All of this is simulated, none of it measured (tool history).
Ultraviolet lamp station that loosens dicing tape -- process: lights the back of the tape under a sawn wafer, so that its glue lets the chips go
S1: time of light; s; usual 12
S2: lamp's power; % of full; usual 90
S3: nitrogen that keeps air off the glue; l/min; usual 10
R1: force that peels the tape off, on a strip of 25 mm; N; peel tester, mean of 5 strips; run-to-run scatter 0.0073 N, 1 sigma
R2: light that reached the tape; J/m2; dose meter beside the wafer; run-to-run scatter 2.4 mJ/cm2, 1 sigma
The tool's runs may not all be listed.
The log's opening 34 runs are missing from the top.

run 35 hour=240.6 | S1=6 S2=98 S3=10 | R1=0.675 R2=1420
run 36 hour=249.5 | S1=9 S2=64 S3=8 | R1=0.778 R2=1430
run 37 hour=258.8 | S1=13 S2=82 S3=20 | R1=0.21 R2=2580
run 38 hour=268.1 | S1=11 S2=70 S3=15 | R1=0.349 R2=1880
run 39 hour=273 | S1=8 S2=83 S3=15 | R1=0.438 R2=1610
run 40 hour=279.8 | S1=8 S2=90 S3=11 | R1=0.463 R2=1750
run 41 hour=284.8 | S1=8 S2=90 S3=11 | R1=0.478 R2=1700
run 42 hour=291.2 | S1=7 S2=71 S3=13 | R1=0.77 R2=1190

Forecast each of these 4 alternatives for the next run:
run A hour=300.1 | S1=7 S2=65 S3=6 | R1=? R2=?
run B hour=300.1 | S1=11 S2=90 S3=4 | R1=? R2=?
run C hour=300.1 | S1=9 S2=92 S3=3 | R1=? R2=?
run D hour=300.1 | S1=6 S2=61 S3=10 | R1=? R2=?

run=A R1=1.179 R2=1080
run=B R1=0.5 R2=2390
run=C R1=0.785 R2=1990
run=D R1=1.313 R2=880
Without the tool's unlogged condition, the same runs would have read:
run=A R1=1.177 R2=1080
run=B R1=0.499 R2=2390
run=C R1=0.783 R2=1990
run=D R1=1.31 R2=880
